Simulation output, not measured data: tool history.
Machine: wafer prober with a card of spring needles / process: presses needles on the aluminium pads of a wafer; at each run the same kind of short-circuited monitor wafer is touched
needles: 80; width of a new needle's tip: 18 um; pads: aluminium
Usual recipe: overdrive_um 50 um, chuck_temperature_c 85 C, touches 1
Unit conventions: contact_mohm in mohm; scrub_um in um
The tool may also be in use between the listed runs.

| run | hour | overdrive_um | chuck_temperature_c | touches | contact_mohm | scrub_um |
|---|---|---|---|---|---|---|
| 1 | 0.0 | 50 | 85 | 1 | 224 | 6.49 |
|  | 20.4 | tips cleaned on abrasive film |
|  | 40.9 | tips cleaned on abrasive film |
| 2 | 46.6 | 50 | 85 | 1 | 439 | 6.49 |
|  | 58.9 | tips cleaned on abrasive film |
|  | 71.4 | height of the first contact set anew |
|  | 75.6 | tips cleaned on abrasive film |
|  | 92.0 | tips cleaned on abrasive film |
|  | 108.3 | tips cleaned on abrasive film |
|  | 128.6 | tips cleaned on abrasive film |
| 3 | 128.6 | 50 | 26 | 1 | 213 | 6.34 |
|  | 149.0 | tips cleaned on abrasive film |
|  | 165.4 | tips cleaned on abrasive film |
|  | 185.8 | tips cleaned on abrasive film |
|  | 206.2 | tips cleaned on abrasive film |
|  | 222.6 | tips cleaned on abrasive film |
| 4 | 225.9 | 50 | 26 | 1 | 393 | 6.27 |
|  | 242.3 | tips cleaned on abrasive film |
|  | 242.6 | height of the first contact set anew |
|  | 259.0 | tips cleaned on abrasive film |
|  | 279.4 | tips cleaned on abrasive film |
|  | 299.8 | tips cleaned on abrasive film |
| 5 | 300.6 | 47 | 85 | 1 | 287 | 6.16 |
|  | 317.0 | tips cleaned on abrasive film |
|  | 337.4 | tips cleaned on abrasive film |
|  | 349.9 | height of the first contact set anew, once more |
|  | 358.2 | tips cleaned on abrasive film |
| 6 | 363.9 | 47 | 85 | 1 | 479 | 6.17 |
|  | 376.3 | tips cleaned on abrasive film |
|  | 392.6 | tips cleaned on abrasive film |
|  | 409.0 | tips cleaned on abrasive film |
|  | 425.4 | tips cleaned on abrasive film |
| 7 | 438.1 | 47 | 85 | 1 | 596 | 6.12 |
|  | 442.3 | tips cleaned on abrasive film |
|  | 462.7 | tips cleaned on abrasive film |
|  | 483.2 | tips cleaned on abrasive film |
|  | 503.6 | tips cleaned on abrasive film |
| 8 | 512.8 | 47 | 85 | 1 | 575 | 6.06 |
|  | 521.1 | tips cleaned on abrasive film |
|  | 521.4 | height of the first contact set anew |
|  | 537.7 | tips cleaned on abrasive film |
|  | 554.1 | tips cleaned on abrasive film |
|  | 574.5 | tips cleaned on abrasive film |
| 9 | 580.7 | 50 | 85 | 1 | 459 | 6.50 |
|  | 593.0 | tips cleaned on abrasive film |
|  | 613.5 | tips cleaned on abrasive film |
|  | 633.9 | tips cleaned on abrasive film |
|  | 650.3 | tips cleaned on abrasive film |
| 10 | 653.7 | 56 | 85 | 1 | 360 | 7.29 |
|  | 670.1 | tips cleaned on abrasive film |
|  | 686.5 | tips cleaned on abrasive film |
|  | 690.8 | height of the first contact set anew |
| 11 | 700.0 | 50 | 63 | 1 | 586 | 6.54 |
|  | 704.2 | tips cleaned on abrasive film |
|  | 724.6 | tips cleaned on abrasive film |
|  | 745.1 | tips cleaned on abrasive film |
| 12 | 756.8 | 50 | 63 | 1 | 583 | 6.50 |
|  | 765.0 | tips cleaned on abrasive film |
|  | 781.4 | tips cleaned on abrasive film |
|  | 801.8 | tips cleaned on abrasive film |
|  | 822.3 | tips cleaned on abrasive film |
| 13 | 828.6 | 50 | 63 | 1 | 502 | 6.49 |
|  | 840.9 | tips cleaned on abrasive film |
|  | 857.3 | tips cleaned on abrasive film |
|  | 861.6 | height of the first contact set anew |
|  | 878.0 | tips cleaned on abrasive film |
|  | 898.5 | tips cleaned on abrasive film |
|  | 914.8 | tips cleaned on abrasive film |
| 14 | 927.6 | 54 | 76 | 2 | 379 | 7.04 |
|  | 931.8 | tips cleaned on abrasive film |
|  | 948.2 | tips cleaned on abrasive film |
|  | 964.5 | tips cleaned on abrasive film |
|  | 985.0 | tips cleaned on abrasive film |
|  | 1001.3 | tips cleaned on abrasive film |
|  | 1021.8 | tips cleaned on abrasive film |
| 15 | 1026.8 | 35 | 74 | 1 | 775 | 4.49 |
|  | 1031.1 | height of the first contact set anew |
|  | 1039.4 | tips cleaned on abrasive film |
|  | 1055.7 | tips cleaned on abrasive film |
|  | 1076.2 | tips cleaned on abrasive film |
|  | 1092.6 | tips cleaned on abrasive film |
|  | 1108.9 | tips cleaned on abrasive film |
| 16 | 1109.9 | 37 | 62 | 2 | 277 | 4.80 |
|  | 1126.3 | tips cleaned on abrasive film |
|  | 1142.6 | tips cleaned on abrasive film |
|  | 1159.0 | tips cleaned on abrasive film |
| 17 | 1163.7 | 46 | 78 | 2 | 362 | 5.94 |
|  | 1176.0 | tips cleaned on abrasive film |
|  | 1192.3 | tips cleaned on abrasive film |
|  | 1200.8 | height of the first contact set anew |
|  | 1213.1 | tips cleaned on abrasive film |
|  | 1229.5 | tips cleaned on abrasive film |
| 18 | 1240.2 | 39 | 123 | 1 | 809 | 5.09 |
|  | 1248.4 | tips cleaned on abrasive film |
|  | 1268.9 | tips cleaned on abrasive film |
|  | 1289.3 | tips cleaned on abrasive film |
|  | 1305.7 | tips cleaned on abrasive film |
| 19 | 1320.2 | 39 | 123 | 1 | 856 | 5.03 |
|  | 1324.3 | tips cleaned on abrasive film |
|  | 1344.8 | tips cleaned on abrasive film |
|  | 1361.1 | tips cleaned on abrasive film |
|  | 1369.6 | height of the first contact set anew |
| 20 | 1373.7 | 58 | 43 | 1 | 512 | 7.63 |
|  | 1377.8 | tips cleaned on abrasive film |
|  | 1398.2 | tips cleaned on abrasive film |
|  | 1418.6 | tips cleaned on abrasive film |
|  | 1435.0 | tips cleaned on abrasive film |
|  | 1452.3 | tips cleaned on abrasive film |
| 21 | 1452.3 | 42 | 38 | 1 | 200 | 5.44 |
|  | 1472.8 | tips cleaned on abrasive film |
|  | 1489.1 | tips cleaned on abrasive film |
|  | 1505.5 | tips cleaned on abrasive film |
|  | 1521.9 | tips cleaned on abrasive film |
| 22 | 1525.8 | 50 | 74 | 1 | 429 | 6.46 |
|  | 1538.3 | height of the first contact set anew |
|  | 1542.4 | tips cleaned on abrasive film |
|  | 1562.9 | tips cleaned on abrasive film |
|  | 1579.2 | tips cleaned on abrasive film |
|  | 1595.6 | tips cleaned on abrasive film |
| 23 | 1597.8 | 50 | 74 | 1 | 356 | 6.54 |
|  | 1614.2 | tips cleaned on abrasive film |
|  | 1634.6 | tips cleaned on abrasive film |
|  | 1651.0 | tips cleaned on abrasive film |
| 24 | 1667.1 | 39 | 85 | 2 | 639 | 5.09 |
|  | 1671.2 | tips cleaned on abrasive film |
|  | 1687.6 | tips cleaned on abrasive film |
|  | 1708.0 | tips cleaned on abrasive film |
|  | 1708.3 | height of the first contact set anew |
|  | 1724.7 | tips cleaned on abrasive film |
| 25 | 1727.1 | 67 | 46 | 2 | 236 | 8.82 |

Predict each of these 3 candidate next runs independently; none follows another, all start after run 25:
|  | 1743.4 | tips cleaned on abrasive film |
|  | 1759.8 | tips cleaned on abrasive film |
|  | 1776.1 | tips cleaned on abrasive film |
|  | 1792.5 | tips cleaned on abrasive film |
|  | 1813.0 | tips cleaned on abrasive film |
| A | 1815.7 | 67 | 89 | 1 | ? | ? |
|  | 1743.4 | tips cleaned on abrasive film |
|  | 1759.8 | tips cleaned on abrasive film |
|  | 1776.1 | tips cleaned on abrasive film |
|  | 1792.5 | tips cleaned on abrasive film |
|  | 1813.0 | tips cleaned on abrasive film |
| B | 1815.7 | 50 | 65 | 1 | ? | ? |
|  | 1743.4 | tips cleaned on abrasive film |
|  | 1759.8 | tips cleaned on abrasive film |
|  | 1776.1 | tips cleaned on abrasive film |
|  | 1792.5 | tips cleaned on abrasive film |
|  | 1813.0 | tips cleaned on abrasive film |
| C | 1815.7 | 36 | 110 | 2 | ? | ? |

| run | contact_mohm | scrub_um |
|---|---|---|
| A | 307 | 8.73 |
| B | 408 | 6.49 |
| C | 442 | 4.67 |
Take away the tool's hidden state, keep each run's random variation, and the runs would have read:
| run | contact_mohm | scrub_um |
|---|---|---|
| A | 169 | 8.81 |
| B | 166 | 6.57 |
| C | 183 | 4.75 |
